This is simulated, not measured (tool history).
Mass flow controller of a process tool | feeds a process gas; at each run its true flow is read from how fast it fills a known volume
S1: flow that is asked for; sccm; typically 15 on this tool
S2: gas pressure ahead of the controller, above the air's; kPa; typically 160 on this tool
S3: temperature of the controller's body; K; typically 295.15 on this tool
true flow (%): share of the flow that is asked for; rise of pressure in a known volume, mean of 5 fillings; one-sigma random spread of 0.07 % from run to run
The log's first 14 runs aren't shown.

At hour 2224.7: gauge calibrated.
Run 15, hour 2304.7: usual settings. Result: true flow (%) 98.07.
Run 16, hour 2425.6: usual settings. Result: true flow (%) 98.03.
Run 17, hour 2617.8: usual settings. Result: true flow (%) 97.94.
Run 18, hour 2738.4: usual settings. Result: true flow (%) 97.76.
Run 19, hour 2940.3: usual settings. Result: true flow (%) 97.52.
Run 20, hour 3139.5: usual settings but S1 26 sccm. Result: true flow (%) 97.72.
Run 21, hour 3238.3: usual settings. Result: true flow (%) 97.18.
Run 22, hour 3396.3: usual settings but S3 301.15 K. Result: true flow (%) 97.62.
Run 23, hour 3620.1: usual settings but S2 255 kPa, S3 299.15 K. Result: true flow (%) 97.84.
Run 24, hour 3752.7: usual settings but S2 255 kPa, S3 299.15 K. Result: true flow (%) 97.94.
Run 25, hour 3913.1: usual settings but S2 275 kPa, S3 305.15 K. Result: true flow (%) 98.30.
Run 26, hour 4064.7: usual settings but S3 299.15 K. Result: true flow (%) 96.92.
Run 27, hour 4269.4: usual settings but S1 16 sccm, S3 297.15 K. Result: true flow (%) 96.62.
Run 28, hour 4380.6: usual settings but S2 241 kPa, S3 300.15 K. Result: true flow (%) 97.26.
Run 29, hour 4590.3: usual settings but S1 14 sccm. Result: true flow (%) 96.14.
Run 30, hour 4766.9: usual settings but S2 268 kPa, S3 296.15 K. Result: true flow (%) 96.76.
Run 31, hour 4904.6: usual settings but S1 22 sccm, S2 206 kPa. Result: true flow (%) 96.50.
Run 32, hour 5048.0: usual settings but S1 7 sccm, S2 272 kPa, S3 305.15 K. Result: true flow (%) 96.94.
Run 33, hour 5203.6: usual settings but S1 39 sccm, S2 278 kPa, S3 303.15 K. Result: true flow (%) 97.94.
Run 34, hour 5363.4: usual settings but S1 8 sccm, S2 152 kPa, S3 299.15 K. Result: true flow (%) 95.54.
At hour 5447.1: gauge calibrated.
Run 35, hour 5487.7: usual settings but S1 8 sccm, S2 152 kPa, S3 299.15 K. Result: true flow (%) 98.19.
Run 36, hour 5697.7: usual settings but S2 162 kPa, S3 296.15 K. Result: true flow (%) 97.98.
Run 37, hour 5799.7: usual settings but S1 6 sccm, S2 173 kPa. Result: true flow (%) 97.64.

The next listed run, before its measurement:
Run 38, hour 5995.5: usual settings but S1 6 sccm, S2 173 kPa. Result: true flow (%) ?.

Run 38 gave true flow (%) 97.57.
On a tool with no hidden condition, and with the same random variation, this run would have come out at true flow (%) 98.06.
